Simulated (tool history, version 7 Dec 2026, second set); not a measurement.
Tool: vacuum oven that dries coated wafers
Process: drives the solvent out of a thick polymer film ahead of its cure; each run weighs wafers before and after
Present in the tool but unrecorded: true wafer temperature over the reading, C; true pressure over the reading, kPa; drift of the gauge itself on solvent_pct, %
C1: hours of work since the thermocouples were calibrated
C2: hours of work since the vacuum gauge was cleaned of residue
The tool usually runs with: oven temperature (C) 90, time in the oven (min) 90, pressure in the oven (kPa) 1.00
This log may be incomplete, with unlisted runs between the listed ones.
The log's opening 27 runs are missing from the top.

{"run": 28, "hour": 684.5, "oven temperature (C)": 96, "time in the oven (min)": 102, "pressure in the oven (kPa)": 1.36, "C1": 198, "C2": 692, "solvent left in the film (%)": 1.04}
{"run": 29, "hour": 717.2, "oven temperature (C)": 101, "time in the oven (min)": 77, "pressure in the oven (kPa)": 2.47, "C1": 215, "C2": 709, "solvent left in the film (%)": 1.13}
{"run": 30, "hour": 744.6, "oven temperature (C)": 90, "time in the oven (min)": 67, "pressure in the oven (kPa)": 1.79, "C1": 229, "C2": 724, "solvent left in the film (%)": 4.44}
{"run": 31, "hour": 764.3, "oven temperature (C)": 90, "time in the oven (min)": 67, "pressure in the oven (kPa)": 1.79, "C1": 240, "C2": 734, "solvent left in the film (%)": 4.39}
{"run": 32, "hour": 782.7, "oven temperature (C)": 90, "time in the oven (min)": 67, "pressure in the oven (kPa)": 1.79, "C1": 249, "C2": 743, "solvent left in the film (%)": 4.4}
{"run": 33, "hour": 806.8, "oven temperature (C)": 95, "time in the oven (min)": 150, "pressure in the oven (kPa)": 0.55, "C1": 262, "C2": 756, "solvent left in the film (%)": 0.41}
{"run": 34, "hour": 829.7, "oven temperature (C)": 98, "time in the oven (min)": 54, "pressure in the oven (kPa)": 1.0, "C1": 274, "C2": 768, "solvent left in the film (%)": 2.74}
{"run": 35, "hour": 851.7, "oven temperature (C)": 86, "time in the oven (min)": 54, "pressure in the oven (kPa)": 1.0, "C1": 285, "C2": 779, "solvent left in the film (%)": 6.93}
{"run": 36, "hour": 886.7, "oven temperature (C)": 86, "time in the oven (min)": 54, "pressure in the oven (kPa)": 1.0, "C1": 304, "C2": 798, "solvent left in the film (%)": 6.96}
{"run": 37, "hour": 912.1, "oven temperature (C)": 104, "time in the oven (min)": 54, "pressure in the oven (kPa)": 0.57, "C1": 317, "C2": 811, "solvent left in the film (%)": 1.25}
{"run": 38, "hour": 950.7, "oven temperature (C)": 104, "time in the oven (min)": 54, "pressure in the oven (kPa)": 0.57, "C1": 337, "C2": 831, "solvent left in the film (%)": 1.23}
{"run": 39, "hour": 983.2, "oven temperature (C)": 102, "time in the oven (min)": 102, "pressure in the oven (kPa)": 3.51, "C1": 354, "C2": 848, "solvent left in the film (%)": 0.77}
{"run": 40, "hour": 1007.2, "oven temperature (C)": 102, "time in the oven (min)": 102, "pressure in the oven (kPa)": 3.51, "C1": 366, "C2": 860, "solvent left in the film (%)": 0.73}
{"run": 41, "hour": 1033.8, "oven temperature (C)": 99, "time in the oven (min)": 92, "pressure in the oven (kPa)": 1.11, "C1": 380, "C2": 874, "solvent left in the film (%)": 0.79}
{"run": 42, "hour": 1058.9, "oven temperature (C)": 93, "time in the oven (min)": 92, "pressure in the oven (kPa)": 1.11, "C1": 393, "C2": 887, "solvent left in the film (%)": 1.8}
{"run": 43, "hour": 1092.2, "oven temperature (C)": 93, "time in the oven (min)": 108, "pressure in the oven (kPa)": 0.66, "C1": 411, "C2": 905, "solvent left in the film (%)": 1.24}

Here are 3 independent what-if runs from the current tool condition. What would each one return?
{"run": "A", "hour": 1118.3, "oven temperature (C)": 93, "time in the oven (min)": 134, "pressure in the oven (kPa)": 0.54, "C1": 424, "C2": 918, "solvent left in the film (%)": "?"}
{"run": "B", "hour": 1118.3, "oven temperature (C)": 87, "time in the oven (min)": 65, "pressure in the oven (kPa)": 3.65, "C1": 424, "C2": 918, "solvent left in the film (%)": "?"}
{"run": "C", "hour": 1118.3, "oven temperature (C)": 95, "time in the oven (min)": 144, "pressure in the oven (kPa)": 0.94, "C1": 424, "C2": 918, "solvent left in the film (%)": "?"}

run=A solvent_left_in_the_film_(%)=0.72
run=B solvent_left_in_the_film_(%)=5.88
run=C solvent_left_in_the_film_(%)=0.51
Take away the tool's hidden state, keep each run's random variation, and the runs would have read:
run=A solvent_left_in_the_film_(%)=0.81
run=B solvent_left_in_the_film_(%)=6.30
run=C solvent_left_in_the_film_(%)=0.54
